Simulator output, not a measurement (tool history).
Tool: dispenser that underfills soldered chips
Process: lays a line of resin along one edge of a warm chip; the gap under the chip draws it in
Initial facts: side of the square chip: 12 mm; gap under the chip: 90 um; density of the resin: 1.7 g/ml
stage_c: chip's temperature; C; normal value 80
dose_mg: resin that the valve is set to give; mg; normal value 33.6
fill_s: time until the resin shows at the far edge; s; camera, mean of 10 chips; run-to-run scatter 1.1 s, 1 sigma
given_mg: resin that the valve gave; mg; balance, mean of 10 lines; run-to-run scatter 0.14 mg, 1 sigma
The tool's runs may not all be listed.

| run | hour | stage_c | dose_mg | fill_s | given_mg |
|---|---|---|---|---|---|
| 1 | 0.0 | 80 | 33.6 | 144.7 | 32.30 |
| 2 | 4.1 | 80 | 33.6 | 182.1 | 32.08 |
|  | 8.1 | new syringe of resin |
| 3 | 9.1 | 80 | 33.6 | 110.1 | 32.07 |
| 4 | 12.8 | 80 | 33.6 | 135.9 | 31.78 |
| 5 | 17.5 | 80 | 37.6 | 172.0 | 35.41 |
|  | 22.3 | new syringe of resin |
| 6 | 22.3 | 84 | 33.6 | 94.2 | 31.58 |
| 7 | 25.5 | 94 | 33.6 | 84.5 | 31.75 |
| 8 | 28.4 | 94 | 32.1 | 100.0 | 30.08 |
| 9 | 33.1 | 94 | 32.1 | 129.2 | 30.23 |
| 10 | 36.2 | 91 | 32.1 | 165.6 | 29.91 |
|  | 36.8 | new syringe of resin |
| 11 | 40.2 | 80 | 33.6 | 127.4 | 31.17 |
|  | 41.5 | dispensing valve cleaned and set on the balance |
| 12 | 43.6 | 87 | 42.7 | 118.3 | 42.60 |
| 13 | 48.6 | 93 | 33.6 | 131.5 | 33.44 |
| 14 | 51.0 | 84 | 28.6 | 202.1 | 28.56 |
|  | 52.0 | new syringe of resin |
| 15 | 53.6 | 84 | 28.6 | 105.1 | 28.36 |
| 16 | 57.2 | 70 | 35.5 | 184.0 | 35.17 |
| 17 | 61.4 | 89 | 35.1 | 135.9 | 35.03 |
|  | 66.3 | new syringe of resin |
| 18 | 66.3 | 67 | 33.6 | 149.5 | 33.13 |
| 19 | 68.6 | 67 | 33.6 | 171.3 | 32.92 |
| 20 | 71.0 | 67 | 33.6 | 194.9 | 33.10 |
| 21 | 75.5 | 89 | 42.2 | 130.4 | 41.21 |

Consider 5 possible next runs. They are alternatives, not a sequence: every one starts from the tool as it was left by run 21. What does each give?
| A | 77.8 | 67 | 42.9 | ? | ? |
| B | 77.8 | 66 | 36.1 | ? | ? |
| C | 77.8 | 91 | 31.7 | ? | ? |
| D | 77.8 | 74 | 42.2 | ? | ? |
| E | 77.8 | 74 | 42.7 | ? | ? |

| run | fill_s | given_mg |
|---|---|---|
| A | 272.3 | 42.29 |
| B | 291.2 | 35.35 |
| C | 140.7 | 31.00 |
| D | 224.0 | 41.31 |
| E | 224.6 | 41.54 |
Stripped of hidden state, with their random variation kept, the same runs would have yielded:
| run | fill_s | given_mg |
|---|---|---|
| A | 147.2 | 43.14 |
| B | 157.4 | 36.05 |
| C | 75.5 | 31.62 |
| D | 121.2 | 42.13 |
| E | 121.5 | 42.37 |

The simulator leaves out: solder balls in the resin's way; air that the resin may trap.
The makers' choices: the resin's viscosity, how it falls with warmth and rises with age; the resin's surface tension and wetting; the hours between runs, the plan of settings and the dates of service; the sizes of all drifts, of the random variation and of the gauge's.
